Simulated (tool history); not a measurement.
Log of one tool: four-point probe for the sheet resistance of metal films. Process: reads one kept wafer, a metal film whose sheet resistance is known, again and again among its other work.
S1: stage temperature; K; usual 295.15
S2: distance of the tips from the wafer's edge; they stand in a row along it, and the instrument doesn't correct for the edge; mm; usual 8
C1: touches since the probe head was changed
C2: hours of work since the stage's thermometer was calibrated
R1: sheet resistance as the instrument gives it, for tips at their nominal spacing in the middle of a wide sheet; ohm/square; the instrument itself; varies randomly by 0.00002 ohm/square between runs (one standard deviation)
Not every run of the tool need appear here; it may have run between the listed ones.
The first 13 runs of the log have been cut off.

| run | hour | S1 | S2 | C1 | C2 | R1 |
|---|---|---|---|---|---|---|
| 14 | 154.9 | 295.15 | 8 | 16453 | 656 | 0.10097 |
| 15 | 164.2 | 295.15 | 8 | 16697 | 660 | 0.101017 |
| 16 | 173.2 | 295.15 | 8 | 16932 | 664 | 0.101011 |
| 17 | 182.4 | 295.15 | 8 | 17175 | 668 | 0.100947 |
| 18 | 194.5 | 298.15 | 23 | 17492 | 673 | 0.10006 |
| 19 | 204.8 | 298.15 | 23 | 17764 | 677 | 0.100102 |
| 20 | 220.7 | 300.15 | 14 | 18184 | 683 | 0.100117 |
| 21 | 232.3 | 294.15 | 4 | 18487 | 688 | 0.103518 |
|  | 234.1 | stage's thermometer calibrated |
| 22 | 242 | 300.15 | 18 | 18730 | 3 | 0.100037 |
| 23 | 250.5 | 298.15 | 37 | 18953 | 7 | 0.100048 |
| 24 | 258.8 | 298.15 | 72 | 19172 | 10 | 0.100027 |
| 25 | 269.8 | 305.15 | 13 | 19462 | 15 | 0.099877 |
|  | 273.3 | stage's thermometer calibrated, once more |
| 26 | 284.9 | 293.15 | 28 | 19846 | 5 | 0.100296 |
| 27 | 297.1 | 293.15 | 28 | 20165 | 10 | 0.100321 |
| 28 | 313.5 | 293.15 | 28 | 20598 | 17 | 0.100275 |
| 29 | 328.2 | 293.15 | 28 | 20984 | 23 | 0.10031 |
| 30 | 335.9 | 308.15 | 3 | 21187 | 26 | 0.104834 |
| 31 | 350.7 | 308.15 | 3 | 21574 | 32 | 0.104866 |
| 32 | 365.1 | 295.15 | 8 | 21955 | 38 | 0.100927 |

Below are 4 alternative next runs, each starting from the tool's condition after run 32. Predict each:
| A | 377.5 | 301.15 | 8 | 22281 | 43 | ? |
| B | 377.5 | 308.15 | 25 | 22281 | 43 | ? |
| C | 377.5 | 295.15 | 15 | 22281 | 43 | ? |
| D | 377.5 | 300.15 | 22 | 22281 | 43 | ? |

| run | R1 |
|---|---|
| A | 0.100519 |
| B | 0.099334 |
| C | 0.100315 |
| D | 0.09984 |
The same runs, with their run-to-run variation unchanged, on a tool lacking any hidden condition would have given:
| run | R1 |
|---|---|
| A | 0.100409 |
| B | 0.099226 |
| C | 0.100205 |
| D | 0.09973 |
